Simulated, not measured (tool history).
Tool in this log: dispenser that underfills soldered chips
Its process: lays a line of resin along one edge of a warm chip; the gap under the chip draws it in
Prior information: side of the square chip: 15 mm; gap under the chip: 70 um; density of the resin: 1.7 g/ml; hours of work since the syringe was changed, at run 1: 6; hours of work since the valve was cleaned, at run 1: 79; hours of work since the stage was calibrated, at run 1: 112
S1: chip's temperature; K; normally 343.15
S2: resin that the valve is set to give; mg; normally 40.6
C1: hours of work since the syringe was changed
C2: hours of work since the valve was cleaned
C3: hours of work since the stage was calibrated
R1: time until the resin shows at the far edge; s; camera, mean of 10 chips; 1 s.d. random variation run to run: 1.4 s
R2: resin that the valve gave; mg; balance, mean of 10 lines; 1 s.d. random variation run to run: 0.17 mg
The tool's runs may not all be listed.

run,hour,S1,S2,C1,C2,C3,R1,R2
1,0,343.15,40.6,6,79,112,218.5,38.74
# hour 4.3: new syringe of resin
2,4.6,343.15,40.6,0,83,115,139.1,38.72
3,10.2,343.15,40.6,5,87,119,200.2,37.95
4,14,343.15,40.6,8,90,122,256.2,38.27
# hour 15.7: new syringe of resin
5,18.2,343.15,40.6,2,93,125,164,38.3
6,20.7,343.15,40.6,4,95,127,191.6,38.25
7,25.5,343.15,40.6,8,99,131,254.2,38.04
# hour 27.1: new syringe of resin
8,31.5,343.15,40.6,3,103,136,185.6,38.3
9,35,343.15,40.6,6,106,138,228.9,38.23
# hour 38.5: new syringe of resin
10,38.6,343.15,40.6,0,109,141,144.1,37.88
11,42.6,343.15,40.6,3,112,144,183.6,37.68
# hour 46.1: dispensing valve cleaned and set on the balance
12,49.4,343.15,40.6,8,3,149,258.8,40.53
# hour 51.4: new syringe of resin
13,52.5,343.15,40.6,1,5,151,155.3,40.27
14,57.8,343.15,40.6,5,9,155,219.3,40.34
15,62.3,333.15,40.6,9,13,158,489.3,40.6
# hour 63: new syringe of resin
16,66.1,333.15,40.6,2,15,161,308.6,40.03
17,69.3,343.15,41,5,18,164,214.3,40.63
# hour 74.4: new syringe of resin
18,74.7,343.15,41,0,22,168,144.9,40.4
19,80.5,343.15,41,5,26,172,205.4,40.17
# hour 85.9: new syringe of resin
20,86.5,357.15,38.4,0,31,177,73.1,37.44
21,91.5,341.15,35,4,35,181,234.5,34.28
22,96.4,346.15,48.9,8,39,184,230,47.46
# hour 97.4: new syringe of resin
23,101,346.15,48.9,3,42,188,148.1,47.29
24,104.6,337.15,36,6,45,191,317.9,35.12
# hour 108.9: new syringe of resin
25,110.5,347.15,37.9,1,49,195,129.8,36.93
26,114.9,349.15,49.7,5,53,199,148.8,47.84
27,117.5,336.15,48.8,7,55,201,355,46.77
# hour 120.3: new syringe of resin
28,123.1,343.15,48.1,2,59,205,169.1,46.21
29,128.6,351.15,48.1,7,63,209,155.7,45.91
# hour 131.9: new syringe of resin
30,132.9,330.15,41,1,66,212,321,39.37
31,137.7,330.15,41,5,70,216,423.7,39.05
32,142.5,330.15,41,8,74,220,587.1,39.15
# hour 143.6: new syringe of resin
33,147,330.15,38.9,3,77,223,381,37.19
34,150.7,342.15,50.3,6,80,226,241.9,47.59
# hour 154.9: new syringe of resin
35,156.2,342.15,50.3,1,84,230,163.4,47.19

Subtracting, for every run, the result it would have given without the tool's unlogged condition from the measured result gives the following. The same run-to-run variation enters both numbers; the gauge's scatter may not:
The tool's hidden condition here consists of: resin's viscosity, % of fresh resin's; dose that the valve gives, % of what is set; true chip temperature over the reading, C; drift of the gauge itself on fill_s, %; drift of the gauge itself on given_mg, %.
run,R1,R2
1,+86.6,-1.9
2,+8,-1.99
3,+66.5,-2.06
4,+121.8,-2.16
5,+31.1,-2.25
6,+58.3,-2.3
7,+122.9,-2.38
8,+51.9,-2.52
9,+96.2,-2.59
10,+10.3,-2.66
11,+50.3,-2.72
12,+126.9,-0.17
13,+20.6,-0.22
14,+82.8,-0.34
15,+260,-0.44
16,+75.3,-0.49
17,+80.6,-0.57
18,+12,-0.67
19,+73.9,-0.79
20,+8.1,-0.86
21,+82.8,-0.88
22,+119.1,-1.34
23,+38.8,-1.42
24,+132.1,-1.13
25,+22.3,-1.29
26,+54.2,-1.8
27,+164.7,-1.83
28,+38.8,-1.93
29,+70.5,-2.06
30,+48.9,-1.85
31,+157.8,-1.93
32,+312.8,-2.04
33,+109.2,-2.03
34,+103.3,-2.7
35,+27,-2.81
